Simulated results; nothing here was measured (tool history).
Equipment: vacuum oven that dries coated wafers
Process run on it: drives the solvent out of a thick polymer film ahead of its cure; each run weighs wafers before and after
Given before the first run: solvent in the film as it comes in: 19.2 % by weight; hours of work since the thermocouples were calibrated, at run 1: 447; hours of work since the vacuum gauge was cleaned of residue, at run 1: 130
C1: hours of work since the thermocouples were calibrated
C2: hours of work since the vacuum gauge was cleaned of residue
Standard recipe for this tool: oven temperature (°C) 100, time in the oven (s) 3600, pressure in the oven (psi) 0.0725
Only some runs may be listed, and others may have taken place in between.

run 1 hour=0 | oven_temperature_(°C)=100 time_in_the_oven_(s)=3600 pressure_in_the_oven_(psi)=0.0725 | C1=447 C2=130 | solvent_left_in_the_film_(%)=1.64
run 2 hour=14.6 | oven_temperature_(°C)=100 time_in_the_oven_(s)=3600 pressure_in_the_oven_(psi)=0.0725 | C1=458 C2=140 | solvent_left_in_the_film_(%)=1.64
run 3 hour=23 | oven_temperature_(°C)=100 time_in_the_oven_(s)=3600 pressure_in_the_oven_(psi)=0.0725 | C1=464 C2=147 | solvent_left_in_the_film_(%)=1.62
run 4 hour=31.3 | oven_temperature_(°C)=100 time_in_the_oven_(s)=3600 pressure_in_the_oven_(psi)=0.0725 | C1=470 C2=153 | solvent_left_in_the_film_(%)=1.63
run 5 hour=39.2 | oven_temperature_(°C)=100 time_in_the_oven_(s)=3600 pressure_in_the_oven_(psi)=0.0725 | C1=476 C2=159 | solvent_left_in_the_film_(%)=1.65
run 6 hour=47 | oven_temperature_(°C)=100 time_in_the_oven_(s)=3600 pressure_in_the_oven_(psi)=0.0725 | C1=482 C2=164 | solvent_left_in_the_film_(%)=1.66
run 7 hour=55.3 | oven_temperature_(°C)=112 time_in_the_oven_(s)=2220 pressure_in_the_oven_(psi)=0.0454 | C1=488 C2=171 | solvent_left_in_the_film_(%)=1.44
run 8 hour=69 | oven_temperature_(°C)=112 time_in_the_oven_(s)=2220 pressure_in_the_oven_(psi)=0.0454 | C1=498 C2=181 | solvent_left_in_the_film_(%)=1.45
run 9 hour=78.1 | oven_temperature_(°C)=112 time_in_the_oven_(s)=2220 pressure_in_the_oven_(psi)=0.0454 | C1=505 C2=187 | solvent_left_in_the_film_(%)=1.45
run 10 hour=85.7 | oven_temperature_(°C)=112 time_in_the_oven_(s)=2220 pressure_in_the_oven_(psi)=0.0454 | C1=511 C2=193 | solvent_left_in_the_film_(%)=1.44

4 options for the next run, each taken on its own from the tool as it stands now. Forecast them:
run A hour=93.1 | oven_temperature_(°C)=105 time_in_the_oven_(s)=1860 pressure_in_the_oven_(psi)=0.039 | C1=516 C2=199 | solvent_left_in_the_film_(%)=?
run B hour=93.1 | oven_temperature_(°C)=115 time_in_the_oven_(s)=3600 pressure_in_the_oven_(psi)=0.0725 | C1=516 C2=199 | solvent_left_in_the_film_(%)=?
run C hour=93.1 | oven_temperature_(°C)=100 time_in_the_oven_(s)=3120 pressure_in_the_oven_(psi)=0.0725 | C1=516 C2=199 | solvent_left_in_the_film_(%)=?
run D hour=93.1 | oven_temperature_(°C)=102 time_in_the_oven_(s)=1800 pressure_in_the_oven_(psi)=0.0658 | C1=516 C2=199 | solvent_left_in_the_film_(%)=?

run=A solvent_left_in_the_film_(%)=3.35
run=B solvent_left_in_the_film_(%)=0.44
run=C solvent_left_in_the_film_(%)=2.16
run=D solvent_left_in_the_film_(%)=4.27
Without the tool's hidden state the same runs would have given:
run=A solvent_left_in_the_film_(%)=3.07
run=B solvent_left_in_the_film_(%)=0.38
run=C solvent_left_in_the_film_(%)=1.93
run=D solvent_left_in_the_film_(%)=3.96
